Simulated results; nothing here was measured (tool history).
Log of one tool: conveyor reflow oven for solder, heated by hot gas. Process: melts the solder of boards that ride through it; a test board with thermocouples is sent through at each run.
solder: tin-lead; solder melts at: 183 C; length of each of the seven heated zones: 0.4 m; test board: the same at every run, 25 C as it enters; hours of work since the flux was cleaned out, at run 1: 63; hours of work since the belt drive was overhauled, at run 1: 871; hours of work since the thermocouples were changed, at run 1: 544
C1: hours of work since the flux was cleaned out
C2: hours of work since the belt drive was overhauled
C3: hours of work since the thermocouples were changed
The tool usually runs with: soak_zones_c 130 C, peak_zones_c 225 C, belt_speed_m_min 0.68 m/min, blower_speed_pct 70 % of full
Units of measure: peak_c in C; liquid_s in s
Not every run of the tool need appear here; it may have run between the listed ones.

Run 1, hour 0: usual settings; C1 63; C2 871; C3 544. Result: peak_c 204.6 C, liquid_s 39.1 s.
Run 2, hour 12.5: usual settings; C1 69; C2 877; C3 550. Result: peak_c 205.1 C, liquid_s 39.2 s.
Run 3, hour 35.2: usual settings; C1 79; C2 888; C3 560. Result: peak_c 204.7 C, liquid_s 39.3 s.
Run 4, hour 60.5: usual settings but blower_speed_pct 78 % of full; C1 91; C2 899; C3 572. Result: peak_c 206.5 C, liquid_s 41.8 s.
Run 5, hour 77.8: usual settings but soak_zones_c 144 C; C1 99; C2 907; C3 580. Result: peak_c 207.6 C, liquid_s 47.2 s.
Run 6, hour 106.8: usual settings but blower_speed_pct 78 % of full; C1 112; C2 920; C3 593. Result: peak_c 206.3 C, liquid_s 41.4 s.
Run 7, hour 133.1: usual settings but belt_speed_m_min 0.593 m/min; C1 124; C2 932; C3 605. Result: peak_c 208.8 C, liquid_s 51 s.
Run 8, hour 147.8: usual settings; C1 131; C2 939; C3 612. Result: peak_c 204.3 C, liquid_s 38.6 s.
Run 9, hour 173.2: usual settings but soak_zones_c 121 C, belt_speed_m_min 0.681 m/min, blower_speed_pct 52 % of full; C1 142; C2 951; C3 623. Result: peak_c 195.9 C, liquid_s 24.5 s.
Run 10, hour 194.6: usual settings but soak_zones_c 138 C, peak_zones_c 237 C, belt_speed_m_min 0.543 m/min, blower_speed_pct 52 % of full; C1 152; C2 961; C3 633. Result: peak_c 218.5 C, liquid_s 68.8 s.
Run 11, hour 209.7: usual settings but peak_zones_c 229 C, belt_speed_m_min 0.593 m/min, blower_speed_pct 85 % of full; C1 159; C2 967; C3 640. Result: peak_c 215.5 C, liquid_s 58 s.
Run 12, hour 230.8: usual settings but peak_zones_c 229 C, belt_speed_m_min 0.593 m/min, blower_speed_pct 85 % of full; C1 169; C2 977; C3 650. Result: peak_c 215.2 C, liquid_s 58.4 s.
At hour 260.9: belt drive overhauled, speed set with a stopwatch.
Run 13, hour 263: usual settings but peak_zones_c 215 C, belt_speed_m_min 0.593 m/min, blower_speed_pct 57 % of full; C1 182; C2 1; C3 663. Result: peak_c 196 C, liquid_s 31.6 s.
Run 14, hour 276.6: usual settings but soak_zones_c 129 C, peak_zones_c 229 C, belt_speed_m_min 0.675 m/min, blower_speed_pct 57 % of full; C1 188; C2 7; C3 669. Result: peak_c 201.7 C, liquid_s 34 s.
Run 15, hour 301.7: usual settings but soak_zones_c 144 C; C1 199; C2 19; C3 680. Result: peak_c 206.1 C, liquid_s 43.5 s.

Run 16 comes next. What will it give?
Run 16, hour 326: usual settings but soak_zones_c 144 C; C1 210; C2 30; C3 691. Result: peak_c ?, liquid_s ?.

{"run 16": {"peak_c": 206.2, "liquid_s": 43.5}}
Minus the tool's unlogged condition, the same run would have read peak_c 206.6 C, liquid_s 44.5 s.
